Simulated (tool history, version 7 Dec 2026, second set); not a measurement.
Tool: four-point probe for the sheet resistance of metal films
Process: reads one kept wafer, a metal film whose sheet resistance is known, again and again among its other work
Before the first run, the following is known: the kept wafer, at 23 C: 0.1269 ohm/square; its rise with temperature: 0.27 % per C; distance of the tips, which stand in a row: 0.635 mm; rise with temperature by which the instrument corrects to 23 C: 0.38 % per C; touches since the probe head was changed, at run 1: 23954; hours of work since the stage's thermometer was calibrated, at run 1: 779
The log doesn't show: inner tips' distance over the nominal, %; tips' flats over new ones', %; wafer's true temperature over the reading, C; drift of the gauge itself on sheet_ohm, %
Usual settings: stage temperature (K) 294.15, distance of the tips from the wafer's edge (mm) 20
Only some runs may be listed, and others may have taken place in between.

run	hour	stage temperature (K)	distance of the tips from the wafer's edge (mm)	touches since the probe head was changed	hours of work since the stage's thermometer was calibrated	sheet resistance as the instrument gives it (ohm/square)
1	0	294.15	20	23954	779	0.126947
2	14.7	299.15	20	24565	787	0.126269
3	23.2	299.15	20	24922	792	0.126245
4	40.2	299.15	20	25629	802	0.126216
5	50.5	299.15	20	26059	808	0.12623
6	60.3	299.15	20	26466	813	0.12624
7	76.7	294.15	11	27151	822	0.127155
8	84.6	294.15	64	27480	827	0.126923
9	97.9	294.15	60	28032	835	0.126966
10	113.7	294.15	13	28689	844	0.127069
11	122	296.15	20	29038	848	0.126717
12	139	296.15	20	29745	858	0.126713
13	153.4	296.15	20	30345	866	0.126689
14	170.2	296.15	20	31043	876	0.126675
15	181.1	296.15	20	31496	882	0.126695
16	188.7	306.15	3	31815	886	0.128146
17	204	295.15	20	32453	895	0.126869
18	220.8	292.15	72	33150	905	0.127217
19	232.1	298.15	11	33623	911	0.126601
20	248.6	294.15	33	34310	921	0.126941
21	258.5	294.15	33	34721	926	0.126992
22	270.3	294.15	33	35215	933	0.126997
23	285.8	292.15	14	35857	942	0.127385
24	298	292.15	14	36367	949	0.12744
25	314.9	294.15	7	37069	958	0.127525
26	331.6	295.15	11	37767	968	0.127052
27	345.1	294.15	4	38330	976	0.128641
28	361.3	294.15	38	39003	985	0.126999
29	372.6	297.15	20	39474	991	0.126633
30	386.8	307.15	20	40067	999	0.125265

Subtracting, for every run, the result it would have given without the tool's unlogged condition from the measured result gives the following. The same run-to-run variation enters both numbers; the gauge's scatter may not:
run	sheet resistance as the instrument gives it (ohm/square)
1	-0.000306
2	-0.0003
3	-0.000297
4	-0.000293
5	-0.00029
6	-0.000288
7	-0.000286
8	-0.000284
9	-0.00028
10	-0.000276
11	-0.000273
12	-0.000269
13	-0.000265
14	-0.000261
15	-0.000257
16	-0.000257
17	-0.000251
18	-0.000248
19	-0.000243
20	-0.000239
21	-0.000237
22	-0.000234
23	-0.000231
24	-0.000228
25	-0.000223
26	-0.000217
27	-0.000215
28	-0.000209
29	-0.000205
30	-0.000197
